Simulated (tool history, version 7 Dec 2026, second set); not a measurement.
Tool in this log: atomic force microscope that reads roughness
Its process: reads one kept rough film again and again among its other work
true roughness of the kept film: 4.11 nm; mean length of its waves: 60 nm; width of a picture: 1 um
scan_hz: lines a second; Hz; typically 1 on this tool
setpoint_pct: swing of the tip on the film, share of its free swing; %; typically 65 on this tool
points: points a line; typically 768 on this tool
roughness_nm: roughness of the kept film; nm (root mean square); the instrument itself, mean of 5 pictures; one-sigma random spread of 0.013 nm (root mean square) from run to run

| run | hour | scan_hz | setpoint_pct | points | roughness_nm |
|---|---|---|---|---|---|
| 1 | 0 | 1 | 65 | 768 | 3.571 |
| 2 | 8.9 | 1 | 65 | 768 | 3.575 |
| 3 | 17.7 | 1 | 65 | 619 | 3.568 |
| 4 | 28.1 | 1 | 65 | 619 | 3.568 |
|  | 35 | new tip fitted |
| 5 | 38.6 | 1 | 65 | 619 | 3.809 |
| 6 | 48.1 | 1 | 71 | 768 | 3.693 |
| 7 | 60.1 | 1 | 71 | 477 | 3.699 |
| 8 | 72 | 1 | 68 | 768 | 3.699 |
| 9 | 82 | 1 | 68 | 768 | 3.7 |
| 10 | 88.3 | 1 | 68 | 768 | 3.688 |
| 11 | 95.3 | 0.72 | 65 | 768 | 3.746 |
| 12 | 107.6 | 0.72 | 65 | 768 | 3.731 |
| 13 | 112.9 | 1 | 65 | 768 | 3.698 |
| 14 | 118.7 | 0.57 | 79 | 368 | 3.637 |
| 15 | 128.5 | 0.63 | 65 | 318 | 3.733 |
| 16 | 138.5 | 0.77 | 78 | 328 | 3.564 |
| 17 | 148.8 | 0.77 | 78 | 328 | 3.547 |
| 18 | 154.4 | 0.77 | 83 | 569 | 3.474 |
| 19 | 164.2 | 0.77 | 83 | 569 | 3.467 |
| 20 | 171.6 | 0.77 | 83 | 569 | 3.462 |
| 21 | 179.7 | 1.29 | 65 | 768 | 3.554 |
| 22 | 186.1 | 1.57 | 65 | 328 | 3.511 |
| 23 | 197.8 | 1 | 63 | 516 | 3.59 |

Run 24, settings as shown, results not yet in. Your forecast:
| 24 | 209.6 | 1 | 63 | 516 | ? |

roughness_nm: 3.608 nm (root mean square)
With no hidden state in the tool, this same run would have given roughness_nm 3.81 nm (root mean square).

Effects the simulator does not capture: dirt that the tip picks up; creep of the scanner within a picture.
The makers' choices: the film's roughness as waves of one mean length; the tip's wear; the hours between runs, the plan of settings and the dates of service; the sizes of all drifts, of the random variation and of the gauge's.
